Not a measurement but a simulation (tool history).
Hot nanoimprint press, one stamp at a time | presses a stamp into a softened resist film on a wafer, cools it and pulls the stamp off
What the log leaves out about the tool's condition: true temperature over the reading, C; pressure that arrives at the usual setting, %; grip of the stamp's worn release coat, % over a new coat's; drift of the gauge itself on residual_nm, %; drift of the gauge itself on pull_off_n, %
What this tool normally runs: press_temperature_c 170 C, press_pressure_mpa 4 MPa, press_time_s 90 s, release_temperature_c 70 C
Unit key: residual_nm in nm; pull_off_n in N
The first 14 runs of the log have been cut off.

run,day,press_temperature_c,press_pressure_mpa,press_time_s,release_temperature_c,hours of work since the thermocouple was calibrated,imprints on the stamp's release coat,hours of work since the press's seals were changed,residual_nm,pull_off_n
# day 18.533: plate thermocouple calibrated, once more
15,19.275,163,3.15,90,70,13,1230,541,223.4,231
16,20.654,170,4,100,70,38,1410,566,150.3,236
17,22.038,165,4,95,58,63,1591,591,187.9,315
18,23.342,165,4,95,58,86,1761,615,186.6,316
# day 24.917: press's hydraulic seals changed and the load cell set to zero
19,25.525,165,4,95,58,120,2003,11,185,340
20,26.688,181,6.3,73,73,141,2155,32,78.3,242
21,27.804,181,6.3,73,73,161,2301,52,77.8,254
# day 28.212: stamp cleaned and given a new release coat
22,29.071,181,6.3,73,73,179,113,70,77.3,188
23,29.904,158,4,90,68,194,221,85,235.3,207
24,31.929,166,4,90,75,230,486,122,177.9,184
25,33.883,166,4,90,75,266,741,157,177.3,188
# day 34.304: plate thermocouple calibrated
26,35.254,166,4,90,75,17,904,179,181.9,200
27,36.254,172,3.02,90,70,35,1035,197,163.1,228
28,38.071,172,3.02,90,60,68,1272,230,162.6,284
29,39.129,170,5.33,90,63,87,1410,249,131.3,281
30,40.596,170,2.49,90,63,113,1602,275,190.8,284

Forecast each of these 3 alternatives for the next run:
A,41.608,168,2.66,82,70,131,1734,294,?,?
B,41.608,170,4,110,61,131,1734,294,?,?
C,41.608,170,4,90,66,131,1734,294,?,?

run,residual_nm,pull_off_n
A,203.4,253
B,142.6,305
C,152.7,278
Take away the tool's hidden state, keep each run's random variation, and the runs would have read:
run,residual_nm,pull_off_n
A,205.8,195
B,144.5,234
C,154.6,214
